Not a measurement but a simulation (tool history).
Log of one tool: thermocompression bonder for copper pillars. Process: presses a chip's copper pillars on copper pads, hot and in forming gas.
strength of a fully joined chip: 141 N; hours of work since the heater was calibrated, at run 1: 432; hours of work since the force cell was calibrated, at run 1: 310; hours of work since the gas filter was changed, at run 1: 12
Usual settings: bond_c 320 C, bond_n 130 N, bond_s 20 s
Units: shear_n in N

run    hour  bond_c  bond_n  bond_s  hours of work since the heater was calibrated  hours of work since the force cell was calibrated  hours of work since the gas filter was changed  shear_n
  1       0     320     130      20                                            432                                                310                                              12    100.9
  2    46.4     320     130      20                                            462                                                340                                              42    100.2
  3   110.5     320     130      20                                            503                                                381                                              83    101.4
  4   184.8     296     130      20                                            551                                                429                                             131     86.1
  5   242.1     320     131      20                                            588                                                466                                             168     95.1
      304.9  -- forming gas filter changed
  6   310.8     320     131      20                                            633                                                510                                               4    102.2
  7   358.5     320     131      20                                            663                                                541                                              35    100.2
  8   404.7     320     131      20                                            693                                                571                                              65     99.6
  9   475.3     320     131      20                                            739                                                617                                             110     96.2
 10   553.3     320     130      20                                            789                                                667                                             161     95.2
      612.9  -- force cell calibrated
      625.6  -- forming gas filter changed
 11   629.9     320     119      20                                            838                                                 11                                               3     92.9
 12   686.6     320     130      20                                            874                                                 47                                              39     96.8
 13     721     320     130      20                                            897                                                 70                                              62     97.1
 14   772.8     320     130      20                                            930                                                103                                              95     95.1
 15   810.2     320     130      20                                            954                                                127                                             119     91.3
 16   858.4     320     130      20                                            985                                                158                                             151     93.4
 17     894     320     130      20                                           1008                                                181                                             174     91.7
      911.5  -- force cell calibrated, once more
      949.4  -- forming gas filter changed
 18   965.5     320     130      20                                           1053                                                 35                                              10     99.9
 19  1035.7     320     130      17                                           1099                                                 80                                              56     94.7
 20  1071.8     320     130      17                                           1122                                                103                                              79     94.9
 21  1145.3     320     122      12                                           1170                                                151                                             127     77.4
 22  1187.3     305     113      45                                           1197                                                178                                             154     97.1
 23  1228.4     292     130      36                                           1223                                                205                                             180     94.2
 24    1263     320      86      47                                           1246                                                227                                             203     86.6
     1270.9  -- forming gas filter changed
 25  1308.6     320     130      54                                           1275                                                256                                              24      120
     1360.7  -- heater calibrated with a thermocouple chip
 26  1382.2     326      82      28                                             14                                                302                                              71     79.2
 27  1432.4     305     140      28                                             46                                                335                                             103    103.9
 28  1502.6     313      84      24                                             92                                                380                                             148     69.8
 29  1546.3     313      84      24                                            120                                                409                                             177     68.4
     1592.3  -- forming gas filter changed
 30  1595.8     338     109      10                                            152                                                440                                               2       79

The next listed run, before its measurement:
 31  1662.8     338     109      10                                            195                                                484                                              46        ?

Run 31 gave shear_n 77.8 N.
Without the tool's hidden state the same run would have given shear_n 81.5 N.
